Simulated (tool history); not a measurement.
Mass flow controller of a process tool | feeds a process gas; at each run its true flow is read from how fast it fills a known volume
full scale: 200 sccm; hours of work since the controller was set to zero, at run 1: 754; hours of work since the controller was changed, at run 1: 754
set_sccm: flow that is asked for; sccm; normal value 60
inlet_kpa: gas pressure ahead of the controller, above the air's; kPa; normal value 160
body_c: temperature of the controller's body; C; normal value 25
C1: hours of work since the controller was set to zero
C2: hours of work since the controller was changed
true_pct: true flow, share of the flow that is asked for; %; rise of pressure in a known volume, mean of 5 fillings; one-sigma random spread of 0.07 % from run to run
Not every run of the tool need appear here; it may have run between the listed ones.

{"run": 1, "hour": 0.0, "set_sccm": 60, "inlet_kpa": 160, "body_c": 25, "C1": 754, "C2": 754, "true_pct": 98.3}
{"run": 2, "hour": 55.4, "set_sccm": 38, "inlet_kpa": 160, "body_c": 25, "C1": 773, "C2": 773, "true_pct": 98.15}
{"run": 3, "hour": 111.5, "set_sccm": 38, "inlet_kpa": 160, "body_c": 25, "C1": 792, "C2": 792, "true_pct": 98.09}
{"run": 4, "hour": 195.8, "set_sccm": 20, "inlet_kpa": 160, "body_c": 25, "C1": 821, "C2": 821, "true_pct": 97.66}
{"run": 5, "hour": 260.6, "set_sccm": 20, "inlet_kpa": 160, "body_c": 25, "C1": 844, "C2": 844, "true_pct": 97.53}
{"run": 6, "hour": 307.2, "set_sccm": 60, "inlet_kpa": 160, "body_c": 34, "C1": 860, "C2": 860, "true_pct": 98.1}
{"run": 7, "hour": 374.7, "set_sccm": 60, "inlet_kpa": 160, "body_c": 34, "C1": 883, "C2": 883, "true_pct": 98.01}
{"run": 8, "hour": 436.4, "set_sccm": 60, "inlet_kpa": 160, "body_c": 34, "C1": 905, "C2": 905, "true_pct": 98.07}
{"run": 9, "hour": 488.1, "set_sccm": 60, "inlet_kpa": 160, "body_c": 34, "C1": 922, "C2": 922, "true_pct": 97.94}
{"run": 10, "hour": 578.0, "set_sccm": 60, "inlet_kpa": 256, "body_c": 25, "C1": 954, "C2": 954, "true_pct": 96.96}
{"run": 11, "hour": 662.7, "set_sccm": 60, "inlet_kpa": 256, "body_c": 25, "C1": 983, "C2": 983, "true_pct": 96.93}
{"run": 12, "hour": 708.0, "set_sccm": 60, "inlet_kpa": 160, "body_c": 23, "C1": 998, "C2": 998, "true_pct": 97.34}
{"run": 13, "hour": 755.1, "set_sccm": 60, "inlet_kpa": 160, "body_c": 23, "C1": 1015, "C2": 1015, "true_pct": 97.2}
{"run": 14, "hour": 797.2, "set_sccm": 60, "inlet_kpa": 160, "body_c": 23, "C1": 1029, "C2": 1029, "true_pct": 97.11}
{"run": 15, "hour": 863.9, "set_sccm": 60, "inlet_kpa": 160, "body_c": 23, "C1": 1052, "C2": 1052, "true_pct": 97.06}
{"run": 16, "hour": 904.3, "set_sccm": 79, "inlet_kpa": 160, "body_c": 23, "C1": 1066, "C2": 1066, "true_pct": 97.32}
{"run": 17, "hour": 948.4, "set_sccm": 43, "inlet_kpa": 160, "body_c": 25, "C1": 1082, "C2": 1082, "true_pct": 96.74}
{"run": 18, "hour": 990.7, "set_sccm": 43, "inlet_kpa": 160, "body_c": 25, "C1": 1096, "C2": 1096, "true_pct": 96.7}
{"run": 19, "hour": 1037.7, "set_sccm": 60, "inlet_kpa": 270, "body_c": 39, "C1": 1113, "C2": 1113, "true_pct": 96.54}
{"run": 20, "hour": 1102.8, "set_sccm": 60, "inlet_kpa": 270, "body_c": 39, "C1": 1135, "C2": 1135, "true_pct": 96.56}
{"run": 21, "hour": 1181.3, "set_sccm": 26, "inlet_kpa": 197, "body_c": 22, "C1": 1162, "C2": 1162, "true_pct": 95.8}
{"run": 22, "hour": 1256.3, "set_sccm": 183, "inlet_kpa": 160, "body_c": 29, "C1": 1188, "C2": 1188, "true_pct": 98.08}
{"run": 23, "hour": 1316.7, "set_sccm": 183, "inlet_kpa": 160, "body_c": 29, "C1": 1209, "C2": 1209, "true_pct": 97.98}
{"run": 24, "hour": 1402.9, "set_sccm": 158, "inlet_kpa": 160, "body_c": 21, "C1": 1239, "C2": 1239, "true_pct": 97.24}
{"run": 25, "hour": 1477.4, "set_sccm": 21, "inlet_kpa": 163, "body_c": 30, "C1": 1265, "C2": 1265, "true_pct": 95.75}
{"run": 26, "hour": 1528.1, "set_sccm": 25, "inlet_kpa": 163, "body_c": 39, "C1": 1282, "C2": 1282, "true_pct": 95.99}
{"run": 27, "hour": 1621.9, "set_sccm": 25, "inlet_kpa": 163, "body_c": 39, "C1": 1315, "C2": 1315, "true_pct": 95.91}
{"run": 28, "hour": 1671.2, "set_sccm": 25, "inlet_kpa": 163, "body_c": 39, "C1": 1332, "C2": 1332, "true_pct": 95.67}
{"run": 29, "hour": 1748.8, "set_sccm": 145, "inlet_kpa": 237, "body_c": 30, "C1": 1359, "C2": 1359, "true_pct": 96.54}
{"run": 30, "hour": 1792.0, "set_sccm": 32, "inlet_kpa": 198, "body_c": 21, "C1": 1373, "C2": 1373, "true_pct": 95.02}
{"hour": 1802.6, "done": "gauge calibrated"}
{"run": 31, "hour": 1840.5, "set_sccm": 32, "inlet_kpa": 198, "body_c": 21, "C1": 1390, "C2": 1390, "true_pct": 97.72}
{"run": 32, "hour": 1925.3, "set_sccm": 23, "inlet_kpa": 271, "body_c": 25, "C1": 1420, "C2": 1420, "true_pct": 97.24}
{"run": 33, "hour": 2001.8, "set_sccm": 60, "inlet_kpa": 222, "body_c": 24, "C1": 1446, "C2": 1446, "true_pct": 97.75}
{"run": 34, "hour": 2093.9, "set_sccm": 172, "inlet_kpa": 262, "body_c": 37, "C1": 1478, "C2": 1478, "true_pct": 99.22}
{"run": 35, "hour": 2180.2, "set_sccm": 172, "inlet_kpa": 262, "body_c": 37, "C1": 1508, "C2": 1508, "true_pct": 98.99}
{"run": 36, "hour": 2262.2, "set_sccm": 172, "inlet_kpa": 262, "body_c": 37, "C1": 1536, "C2": 1536, "true_pct": 99.0}

Each row is a separate what-if for the run after 36, all from the same tool condition, not one after another. Results?
{"run": "A", "hour": 2350.2, "set_sccm": 30, "inlet_kpa": 165, "body_c": 30, "C1": 1567, "C2": 1567, "true_pct": "?"}
{"run": "B", "hour": 2350.2, "set_sccm": 60, "inlet_kpa": 253, "body_c": 28, "C1": 1567, "C2": 1567, "true_pct": "?"}
{"run": "C", "hour": 2350.2, "set_sccm": 46, "inlet_kpa": 160, "body_c": 25, "C1": 1567, "C2": 1567, "true_pct": "?"}
{"run": "D", "hour": 2350.2, "set_sccm": 172, "inlet_kpa": 269, "body_c": 37, "C1": 1567, "C2": 1567, "true_pct": "?"}
{"run": "E", "hour": 2350.2, "set_sccm": 98, "inlet_kpa": 262, "body_c": 38, "C1": 1567, "C2": 1567, "true_pct": "?"}

run=A true_pct=97.28
run=B true_pct=97.24
run=C true_pct=97.32
run=D true_pct=98.78
run=E true_pct=97.83
Without the tool's unlogged condition, the same runs would have read:
run=A true_pct=98.14
run=B true_pct=98.10
run=C true_pct=98.17
run=D true_pct=99.65
run=E true_pct=98.69
